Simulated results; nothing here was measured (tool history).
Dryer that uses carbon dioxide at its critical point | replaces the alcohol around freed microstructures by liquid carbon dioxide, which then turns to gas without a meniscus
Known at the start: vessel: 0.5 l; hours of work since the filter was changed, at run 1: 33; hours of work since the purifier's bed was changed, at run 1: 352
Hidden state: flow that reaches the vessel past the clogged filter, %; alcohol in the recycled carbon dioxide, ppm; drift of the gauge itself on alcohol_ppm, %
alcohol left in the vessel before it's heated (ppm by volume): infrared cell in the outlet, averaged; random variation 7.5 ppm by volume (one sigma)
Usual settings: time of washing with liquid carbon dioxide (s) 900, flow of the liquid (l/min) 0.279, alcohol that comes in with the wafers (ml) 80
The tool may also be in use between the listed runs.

| run | hour | time of washing with liquid carbon dioxide (s) | flow of the liquid (l/min) | alcohol that comes in with the wafers (ml) | hours of work since the filter was changed | hours of work since the purifier's bed was changed | alcohol left in the vessel before it's heated (ppm by volume) |
|---|---|---|---|---|---|---|---|
| 1 | 0.0 | 900 | 0.279 | 80 | 33 | 352 | 417 |
| 2 | 32.9 | 900 | 0.279 | 80 | 48 | 368 | 420 |
| 3 | 51.4 | 900 | 0.279 | 80 | 57 | 377 | 416 |
| 4 | 70.2 | 900 | 0.279 | 80 | 66 | 385 | 429 |
| 5 | 87.0 | 900 | 0.279 | 35 | 74 | 393 | 204 |
| 6 | 109.7 | 900 | 0.279 | 35 | 85 | 404 | 207 |
| 7 | 128.3 | 900 | 0.279 | 35 | 94 | 413 | 226 |
| 8 | 148.4 | 900 | 0.279 | 35 | 103 | 423 | 225 |
| 9 | 167.3 | 900 | 0.279 | 35 | 112 | 432 | 230 |
| 10 | 184.9 | 900 | 0.279 | 35 | 121 | 440 | 218 |
| 11 | 207.2 | 900 | 0.279 | 35 | 131 | 451 | 224 |
| 12 | 222.8 | 900 | 0.279 | 45 | 139 | 458 | 277 |
| 13 | 247.9 | 1320 | 0.279 | 115 | 151 | 470 | 87 |
| 14 | 262.4 | 1020 | 0.211 | 80 | 158 | 477 | 992 |
| 15 | 279.4 | 1020 | 0.203 | 80 | 166 | 485 | 1182 |
| 16 | 301.6 | 900 | 0.279 | 22 | 176 | 496 | 164 |
| 17 | 317.9 | 720 | 0.185 | 103 | 184 | 503 | 8720 |
| 18 | 346.1 | 900 | 0.405 | 80 | 197 | 517 | 87 |
| 19 | 376.9 | 1200 | 0.279 | 29 | 212 | 531 | 73 |
| 20 | 393.2 | 600 | 0.448 | 75 | 220 | 539 | 345 |

3 ways to go on from here, each from the tool as it stands after run 20. What would each give?
| A | 420.6 | 900 | 0.335 | 54 | 233 | 552 | ? |
| B | 420.6 | 840 | 0.279 | 80 | 233 | 552 | ? |
| C | 420.6 | 900 | 0.279 | 113 | 233 | 552 | ? |

| run | alcohol left in the vessel before it's heated (ppm by volume) |
|---|---|
| A | 142 |
| B | 707 |
| C | 679 |
Without the tool's hidden state the same runs would have given:
| run | alcohol left in the vessel before it's heated (ppm by volume) |
|---|---|
| A | 80 |
| B | 551 |
| C | 522 |
